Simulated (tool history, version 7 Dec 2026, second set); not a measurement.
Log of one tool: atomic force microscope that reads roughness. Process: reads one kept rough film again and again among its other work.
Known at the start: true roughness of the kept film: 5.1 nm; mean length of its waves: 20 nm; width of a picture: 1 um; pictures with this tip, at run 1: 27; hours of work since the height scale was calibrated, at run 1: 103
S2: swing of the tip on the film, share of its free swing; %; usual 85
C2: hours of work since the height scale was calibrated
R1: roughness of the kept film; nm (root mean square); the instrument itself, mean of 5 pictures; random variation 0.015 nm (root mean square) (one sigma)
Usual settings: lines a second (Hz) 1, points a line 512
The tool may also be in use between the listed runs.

{"run": 1, "hour": 0.0, "lines a second (Hz)": 1, "S2": 85, "points a line": 512, "pictures with this tip": 27, "C2": 103, "R1": 3.456}
{"run": 2, "hour": 6.6, "lines a second (Hz)": 1, "S2": 85, "points a line": 512, "pictures with this tip": 33, "C2": 106, "R1": 3.422}
{"run": 3, "hour": 11.1, "lines a second (Hz)": 0.64, "S2": 85, "points a line": 512, "pictures with this tip": 37, "C2": 108, "R1": 3.489}
{"run": 4, "hour": 19.6, "lines a second (Hz)": 2.9, "S2": 85, "points a line": 512, "pictures with this tip": 45, "C2": 112, "R1": 2.8}
{"run": 5, "hour": 25.0, "lines a second (Hz)": 2.9, "S2": 85, "points a line": 512, "pictures with this tip": 50, "C2": 114, "R1": 2.782}
{"run": 6, "hour": 30.1, "lines a second (Hz)": 2.9, "S2": 85, "points a line": 512, "pictures with this tip": 55, "C2": 116, "R1": 2.791}
{"run": 7, "hour": 34.8, "lines a second (Hz)": 2.9, "S2": 85, "points a line": 512, "pictures with this tip": 59, "C2": 118, "R1": 2.747}
{"run": 8, "hour": 42.7, "lines a second (Hz)": 1, "S2": 85, "points a line": 512, "pictures with this tip": 66, "C2": 122, "R1": 3.218}
{"run": 9, "hour": 47.9, "lines a second (Hz)": 1, "S2": 85, "points a line": 512, "pictures with this tip": 71, "C2": 124, "R1": 3.214}
{"run": 10, "hour": 55.6, "lines a second (Hz)": 1, "S2": 85, "points a line": 512, "pictures with this tip": 78, "C2": 127, "R1": 3.165}
{"run": 11, "hour": 60.5, "lines a second (Hz)": 1, "S2": 85, "points a line": 512, "pictures with this tip": 83, "C2": 129, "R1": 3.138}
{"run": 12, "hour": 68.0, "lines a second (Hz)": 0.88, "S2": 61, "points a line": 512, "pictures with this tip": 90, "C2": 132, "R1": 3.391}
{"run": 13, "hour": 77.0, "lines a second (Hz)": 0.88, "S2": 61, "points a line": 512, "pictures with this tip": 98, "C2": 136, "R1": 3.346}
{"run": 14, "hour": 82.7, "lines a second (Hz)": 0.88, "S2": 86, "points a line": 763, "pictures with this tip": 103, "C2": 139, "R1": 3.101}
{"run": 15, "hour": 91.2, "lines a second (Hz)": 0.88, "S2": 86, "points a line": 763, "pictures with this tip": 111, "C2": 142, "R1": 3.045}
{"run": 16, "hour": 101.0, "lines a second (Hz)": 1, "S2": 79, "points a line": 512, "pictures with this tip": 120, "C2": 147, "R1": 3.08}
{"run": 17, "hour": 107.4, "lines a second (Hz)": 1.95, "S2": 85, "points a line": 588, "pictures with this tip": 126, "C2": 149, "R1": 2.688}
{"run": 18, "hour": 114.7, "lines a second (Hz)": 1.95, "S2": 85, "points a line": 588, "pictures with this tip": 133, "C2": 152, "R1": 2.672}

Measured less the same run without the tool's hidden state. The same run-to-run variation is in both; the gauge's scatter may not be:
The hidden state here: radius of the tip, nm; height scale over the true one, %; drift of the gauge itself on roughness_nm, %.
run=1 R1=-0.18
run=2 R1=-0.216
run=3 R1=-0.248
run=4 R1=-0.234
run=5 R1=-0.255
run=6 R1=-0.279
run=7 R1=-0.294
run=8 R1=-0.384
run=9 R1=-0.412
run=10 R1=-0.45
run=11 R1=-0.475
run=12 R1=-0.548
run=13 R1=-0.591
run=14 R1=-0.577
run=15 R1=-0.611
run=16 R1=-0.666
run=17 R1=-0.608
run=18 R1=-0.64
